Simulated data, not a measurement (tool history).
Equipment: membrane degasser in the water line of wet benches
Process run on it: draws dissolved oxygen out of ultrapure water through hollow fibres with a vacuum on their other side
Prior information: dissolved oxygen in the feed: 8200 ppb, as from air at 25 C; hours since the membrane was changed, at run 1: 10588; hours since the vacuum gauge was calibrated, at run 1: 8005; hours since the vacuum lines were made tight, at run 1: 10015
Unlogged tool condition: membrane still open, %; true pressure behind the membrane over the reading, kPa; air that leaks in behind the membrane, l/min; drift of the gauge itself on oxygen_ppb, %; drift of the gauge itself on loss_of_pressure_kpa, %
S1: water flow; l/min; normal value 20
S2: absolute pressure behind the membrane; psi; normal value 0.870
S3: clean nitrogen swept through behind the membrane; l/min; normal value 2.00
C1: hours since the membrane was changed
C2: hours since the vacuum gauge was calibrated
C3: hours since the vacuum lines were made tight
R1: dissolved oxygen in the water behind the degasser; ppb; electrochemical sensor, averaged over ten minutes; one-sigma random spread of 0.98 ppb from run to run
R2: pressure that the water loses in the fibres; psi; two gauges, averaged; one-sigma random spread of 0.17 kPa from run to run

{"run": 1, "day": 0.0, "S1": 20, "S2": 0.87, "S3": 2.0, "C1": 10588, "C2": 8005, "C3": 10015, "R1": 105.2, "R2": 4.163}
{"run": 2, "day": 11.654, "S1": 16, "S2": 0.87, "S3": 2.0, "C1": 10868, "C2": 8285, "C3": 10294, "R1": 67.9, "R2": 3.305}
{"day": 20.125, "done": "vacuum gauge calibrated"}
{"run": 3, "day": 20.362, "S1": 16, "S2": 0.87, "S3": 2.0, "C1": 11076, "C2": 6, "C3": 10503, "R1": 64.6, "R2": 3.305}
{"run": 4, "day": 32.658, "S1": 16, "S2": 0.87, "S3": 2.0, "C1": 11371, "C2": 301, "C3": 10798, "R1": 64.2, "R2": 3.321}
{"run": 5, "day": 47.258, "S1": 16, "S2": 0.87, "S3": 2.0, "C1": 11722, "C2": 651, "C3": 11148, "R1": 64.4, "R2": 3.355}
{"run": 6, "day": 53.738, "S1": 16, "S2": 0.87, "S3": 2.0, "C1": 11877, "C2": 807, "C3": 11304, "R1": 65.3, "R2": 3.405}
{"run": 7, "day": 62.158, "S1": 16, "S2": 0.87, "S3": 2.0, "C1": 12079, "C2": 1009, "C3": 11506, "R1": 66.1, "R2": 3.342}
{"run": 8, "day": 69.096, "S1": 16, "S2": 0.682, "S3": 2.0, "C1": 12246, "C2": 1175, "C3": 11672, "R1": 40.7, "R2": 3.31}
{"day": 79.988, "done": "seals of the vacuum lines changed"}
{"run": 9, "day": 81.85, "S1": 16, "S2": 0.682, "S3": 2.0, "C1": 12550, "C2": 1479, "C3": 45, "R1": 40.0, "R2": 3.323}
{"run": 10, "day": 90.404, "S1": 20, "S2": 0.87, "S3": 2.0, "C1": 12755, "C2": 1685, "C3": 250, "R1": 104.6, "R2": 4.209}
{"run": 11, "day": 98.858, "S1": 24, "S2": 0.87, "S3": 2.0, "C1": 12958, "C2": 1888, "C3": 453, "R1": 167.3, "R2": 5.021}
{"run": 12, "day": 113.312, "S1": 24, "S2": 0.87, "S3": 2.0, "C1": 13305, "C2": 2235, "C3": 800, "R1": 165.6, "R2": 5.036}
{"run": 13, "day": 122.546, "S1": 24, "S2": 0.87, "S3": 2.0, "C1": 13526, "C2": 2456, "C3": 1021, "R1": 169.5, "R2": 5.026}
{"run": 14, "day": 131.329, "S1": 24, "S2": 0.87, "S3": 2.0, "C1": 13737, "C2": 2667, "C3": 1232, "R1": 166.3, "R2": 5.017}
{"run": 15, "day": 145.354, "S1": 24, "S2": 0.87, "S3": 2.0, "C1": 14074, "C2": 3004, "C3": 1569, "R1": 163.8, "R2": 5.049}
{"run": 16, "day": 156.817, "S1": 24, "S2": 0.87, "S3": 2.0, "C1": 14349, "C2": 3279, "C3": 1844, "R1": 169.0, "R2": 5.118}
{"run": 17, "day": 165.062, "S1": 20, "S2": 0.87, "S3": 3.07, "C1": 14547, "C2": 3477, "C3": 2042, "R1": 84.9, "R2": 4.223}
{"run": 18, "day": 175.85, "S1": 20, "S2": 0.87, "S3": 3.07, "C1": 14806, "C2": 3735, "C3": 2301, "R1": 87.5, "R2": 4.232}
{"run": 19, "day": 184.408, "S1": 28, "S2": 0.603, "S3": 2.0, "C1": 15011, "C2": 3941, "C3": 2506, "R1": 197.2, "R2": 5.949}
{"run": 20, "day": 192.025, "S1": 13, "S2": 0.579, "S3": 1.93, "C1": 15194, "C2": 4124, "C3": 2689, "R1": 17.2, "R2": 2.746}
{"run": 21, "day": 198.583, "S1": 21, "S2": 0.579, "S3": 1.93, "C1": 15351, "C2": 4281, "C3": 2846, "R1": 72.2, "R2": 4.419}
{"run": 22, "day": 212.125, "S1": 20, "S2": 0.87, "S3": 5.73, "C1": 15676, "C2": 4606, "C3": 3171, "R1": 67.3, "R2": 4.271}
{"run": 23, "day": 220.446, "S1": 20, "S2": 0.87, "S3": 5.73, "C1": 15876, "C2": 4806, "C3": 3371, "R1": 68.1, "R2": 4.239}
{"run": 24, "day": 233.946, "S1": 20, "S2": 0.551, "S3": 0.91, "C1": 16200, "C2": 5130, "C3": 3695, "R1": 75.2, "R2": 4.257}
{"run": 25, "day": 248.558, "S1": 20, "S2": 0.531, "S3": 1.15, "C1": 16551, "C2": 5480, "C3": 4046, "R1": 65.8, "R2": 4.273}
{"run": 26, "day": 256.862, "S1": 17, "S2": 2.147, "S3": 0.82, "C1": 16750, "C2": 5680, "C3": 4245, "R1": 523.1, "R2": 3.651}
{"run": 27, "day": 269.908, "S1": 17, "S2": 2.147, "S3": 0.82, "C1": 17063, "C2": 5993, "C3": 4558, "R1": 531.1, "R2": 3.645}

Alternative continuations, all from the tool just after run 27; predict every row:
{"run": "A", "day": 279.817, "S1": 27, "S2": 0.87, "S3": 2.0, "C1": 17301, "C2": 6231, "C3": 4796, "R1": "?", "R2": "?"}
{"run": "B", "day": 279.817, "S1": 17, "S2": 1.255, "S3": 1.32, "C1": 17301, "C2": 6231, "C3": 4796, "R1": "?", "R2": "?"}
{"run": "C", "day": 279.817, "S1": 26, "S2": 1.133, "S3": 1.87, "C1": 17301, "C2": 6231, "C3": 4796, "R1": "?", "R2": "?"}
{"run": "D", "day": 279.817, "S1": 20, "S2": 0.598, "S3": 2.06, "C1": 17301, "C2": 6231, "C3": 4796, "R1": "?", "R2": "?"}
{"run": "E", "day": 279.817, "S1": 20, "S2": 0.545, "S3": 4.72, "C1": 17301, "C2": 6231, "C3": 4796, "R1": "?", "R2": "?"}

run=A R1=244.0 R2=5.788
run=B R1=183.0 R2=3.613
run=C R1=274.3 R2=5.575
run=D R1=67.7 R2=4.303
run=E R1=51.0 R2=4.248
The same runs, with their run-to-run variation unchanged, on a tool lacking any hidden condition would have given:
run=A R1=193.1 R2=5.281
run=B R1=172.0 R2=3.295
run=C R1=230.3 R2=5.088
run=D R1=48.4 R2=3.928
run=E R1=32.7 R2=3.874
